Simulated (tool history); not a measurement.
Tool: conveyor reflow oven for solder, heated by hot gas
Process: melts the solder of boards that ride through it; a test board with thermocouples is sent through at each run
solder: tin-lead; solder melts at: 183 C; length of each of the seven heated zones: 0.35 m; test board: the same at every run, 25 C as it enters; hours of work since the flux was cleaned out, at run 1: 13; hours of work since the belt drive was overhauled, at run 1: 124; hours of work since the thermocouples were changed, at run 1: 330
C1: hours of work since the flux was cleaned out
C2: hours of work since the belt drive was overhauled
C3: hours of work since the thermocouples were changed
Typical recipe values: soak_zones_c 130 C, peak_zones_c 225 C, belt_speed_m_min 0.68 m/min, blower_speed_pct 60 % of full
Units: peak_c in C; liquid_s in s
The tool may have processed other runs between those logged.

{"run": 1, "hour": 0.0, "soak_zones_c": 130, "peak_zones_c": 225, "belt_speed_m_min": 0.68, "blower_speed_pct": 60, "C1": 13, "C2": 124, "C3": 330, "peak_c": 200.4, "liquid_s": 28.9}
{"run": 2, "hour": 12.4, "soak_zones_c": 130, "peak_zones_c": 225, "belt_speed_m_min": 0.61, "blower_speed_pct": 60, "C1": 19, "C2": 130, "C3": 335, "peak_c": 204.3, "liquid_s": 37.4}
{"run": 3, "hour": 27.4, "soak_zones_c": 130, "peak_zones_c": 225, "belt_speed_m_min": 0.61, "blower_speed_pct": 60, "C1": 25, "C2": 136, "C3": 341, "peak_c": 204.6, "liquid_s": 37.4}
{"run": 4, "hour": 40.4, "soak_zones_c": 130, "peak_zones_c": 225, "belt_speed_m_min": 0.61, "blower_speed_pct": 60, "C1": 30, "C2": 141, "C3": 346, "peak_c": 204, "liquid_s": 37.4}
{"run": 5, "hour": 48.6, "soak_zones_c": 130, "peak_zones_c": 225, "belt_speed_m_min": 0.61, "blower_speed_pct": 60, "C1": 34, "C2": 145, "C3": 350, "peak_c": 204.4, "liquid_s": 37.3}
{"run": 6, "hour": 56.2, "soak_zones_c": 130, "peak_zones_c": 225, "belt_speed_m_min": 0.61, "blower_speed_pct": 60, "C1": 37, "C2": 148, "C3": 353, "peak_c": 204.9, "liquid_s": 38}
{"run": 7, "hour": 69.3, "soak_zones_c": 130, "peak_zones_c": 225, "belt_speed_m_min": 0.644, "blower_speed_pct": 60, "C1": 42, "C2": 153, "C3": 358, "peak_c": 202.3, "liquid_s": 33}
{"run": 8, "hour": 81.4, "soak_zones_c": 130, "peak_zones_c": 225, "belt_speed_m_min": 0.644, "blower_speed_pct": 60, "C1": 47, "C2": 158, "C3": 363, "peak_c": 202.8, "liquid_s": 32.9}
{"run": 9, "hour": 88.7, "soak_zones_c": 130, "peak_zones_c": 225, "belt_speed_m_min": 0.644, "blower_speed_pct": 60, "C1": 50, "C2": 161, "C3": 366, "peak_c": 202.4, "liquid_s": 33.6}
{"run": 10, "hour": 104.1, "soak_zones_c": 127, "peak_zones_c": 225, "belt_speed_m_min": 0.644, "blower_speed_pct": 60, "C1": 56, "C2": 168, "C3": 373, "peak_c": 201.8, "liquid_s": 32.1}
{"run": 11, "hour": 120.2, "soak_zones_c": 127, "peak_zones_c": 225, "belt_speed_m_min": 0.644, "blower_speed_pct": 60, "C1": 63, "C2": 174, "C3": 379, "peak_c": 202, "liquid_s": 31.3}
{"run": 12, "hour": 128.8, "soak_zones_c": 127, "peak_zones_c": 225, "belt_speed_m_min": 0.644, "blower_speed_pct": 73, "C1": 67, "C2": 178, "C3": 383, "peak_c": 205.4, "liquid_s": 36.2}
{"run": 13, "hour": 143.9, "soak_zones_c": 127, "peak_zones_c": 225, "belt_speed_m_min": 0.644, "blower_speed_pct": 73, "C1": 73, "C2": 184, "C3": 389, "peak_c": 205.6, "liquid_s": 35.9}
{"run": 14, "hour": 159.6, "soak_zones_c": 127, "peak_zones_c": 225, "belt_speed_m_min": 0.644, "blower_speed_pct": 73, "C1": 79, "C2": 190, "C3": 396, "peak_c": 204.6, "liquid_s": 35.9}
{"run": 15, "hour": 172.8, "soak_zones_c": 127, "peak_zones_c": 225, "belt_speed_m_min": 0.644, "blower_speed_pct": 73, "C1": 85, "C2": 196, "C3": 401, "peak_c": 205.5, "liquid_s": 35.6}
{"run": 16, "hour": 186.0, "soak_zones_c": 137, "peak_zones_c": 225, "belt_speed_m_min": 0.644, "blower_speed_pct": 83, "C1": 90, "C2": 201, "C3": 407, "peak_c": 209.4, "liquid_s": 43.2}
{"run": 17, "hour": 195.3, "soak_zones_c": 130, "peak_zones_c": 232, "belt_speed_m_min": 0.68, "blower_speed_pct": 79, "C1": 94, "C2": 205, "C3": 410, "peak_c": 211.1, "liquid_s": 39.5}
{"run": 18, "hour": 201.8, "soak_zones_c": 130, "peak_zones_c": 218, "belt_speed_m_min": 0.68, "blower_speed_pct": 78, "C1": 97, "C2": 208, "C3": 413, "peak_c": 199.5, "liquid_s": 29}
{"run": 19, "hour": 209.5, "soak_zones_c": 130, "peak_zones_c": 225, "belt_speed_m_min": 0.749, "blower_speed_pct": 60, "C1": 100, "C2": 211, "C3": 416, "peak_c": 196.3, "liquid_s": 21.2}
{"run": 20, "hour": 222.6, "soak_zones_c": 130, "peak_zones_c": 225, "belt_speed_m_min": 0.749, "blower_speed_pct": 60, "C1": 105, "C2": 217, "C3": 422, "peak_c": 196.2, "liquid_s": 21.2}
{"run": 21, "hour": 236.7, "soak_zones_c": 139, "peak_zones_c": 214, "belt_speed_m_min": 0.609, "blower_speed_pct": 51, "C1": 111, "C2": 222, "C3": 428, "peak_c": 194.1, "liquid_s": 26.1}
{"run": 22, "hour": 251.8, "soak_zones_c": 130, "peak_zones_c": 225, "belt_speed_m_min": 0.63, "blower_speed_pct": 56, "C1": 118, "C2": 229, "C3": 434, "peak_c": 201.6, "liquid_s": 32.3}
{"run": 23, "hour": 262.8, "soak_zones_c": 130, "peak_zones_c": 229, "belt_speed_m_min": 0.54, "blower_speed_pct": 79, "C1": 122, "C2": 233, "C3": 438, "peak_c": 215.2, "liquid_s": 56.4}
{"run": 24, "hour": 275.2, "soak_zones_c": 119, "peak_zones_c": 223, "belt_speed_m_min": 0.719, "blower_speed_pct": 68, "C1": 127, "C2": 238, "C3": 443, "peak_c": 196.1, "liquid_s": 20.8}
{"run": 25, "hour": 287.5, "soak_zones_c": 138, "peak_zones_c": 231, "belt_speed_m_min": 0.719, "blower_speed_pct": 68, "C1": 132, "C2": 243, "C3": 449, "peak_c": 207.3, "liquid_s": 36}
{"run": 26, "hour": 302.2, "soak_zones_c": 138, "peak_zones_c": 231, "belt_speed_m_min": 0.719, "blower_speed_pct": 68, "C1": 138, "C2": 249, "C3": 455, "peak_c": 206.6, "liquid_s": 35.7}
{"run": 27, "hour": 309.4, "soak_zones_c": 130, "peak_zones_c": 225, "belt_speed_m_min": 0.575, "blower_speed_pct": 88, "C1": 141, "C2": 252, "C3": 458, "peak_c": 211.6, "liquid_s": 49.3}
{"run": 28, "hour": 319.2, "soak_zones_c": 128, "peak_zones_c": 225, "belt_speed_m_min": 0.79, "blower_speed_pct": 60, "C1": 145, "C2": 256, "C3": 462, "peak_c": 193.1, "liquid_s": 15.2}
{"run": 29, "hour": 326.8, "soak_zones_c": 128, "peak_zones_c": 225, "belt_speed_m_min": 0.79, "blower_speed_pct": 60, "C1": 149, "C2": 260, "C3": 465, "peak_c": 193.6, "liquid_s": 15.1}
{"run": 30, "hour": 342.0, "soak_zones_c": 130, "peak_zones_c": 225, "belt_speed_m_min": 0.575, "blower_speed_pct": 52, "C1": 155, "C2": 266, "C3": 471, "peak_c": 203.2, "liquid_s": 38.6}

Here are 3 independent what-if runs from the current tool condition. What would each one return?
{"run": "A", "hour": 354.2, "soak_zones_c": 130, "peak_zones_c": 225, "belt_speed_m_min": 0.614, "blower_speed_pct": 62, "C1": 160, "C2": 271, "C3": 476, "peak_c": "?", "liquid_s": "?"}
{"run": "B", "hour": 354.2, "soak_zones_c": 116, "peak_zones_c": 225, "belt_speed_m_min": 0.68, "blower_speed_pct": 57, "C1": 160, "C2": 271, "C3": 476, "peak_c": "?", "liquid_s": "?"}
{"run": "C", "hour": 354.2, "soak_zones_c": 116, "peak_zones_c": 218, "belt_speed_m_min": 0.575, "blower_speed_pct": 52, "C1": 160, "C2": 271, "C3": 476, "peak_c": "?", "liquid_s": "?"}

run=A peak_c=203.7 liquid_s=37.2
run=B peak_c=194.8 liquid_s=19.7
run=C peak_c=193.5 liquid_s=22.5
Take away the tool's hidden state, keep each run's random variation, and the runs would have read:
run=A peak_c=205.9 liquid_s=39.4
run=B peak_c=197 liquid_s=22.3
run=C peak_c=195.6 liquid_s=25.7

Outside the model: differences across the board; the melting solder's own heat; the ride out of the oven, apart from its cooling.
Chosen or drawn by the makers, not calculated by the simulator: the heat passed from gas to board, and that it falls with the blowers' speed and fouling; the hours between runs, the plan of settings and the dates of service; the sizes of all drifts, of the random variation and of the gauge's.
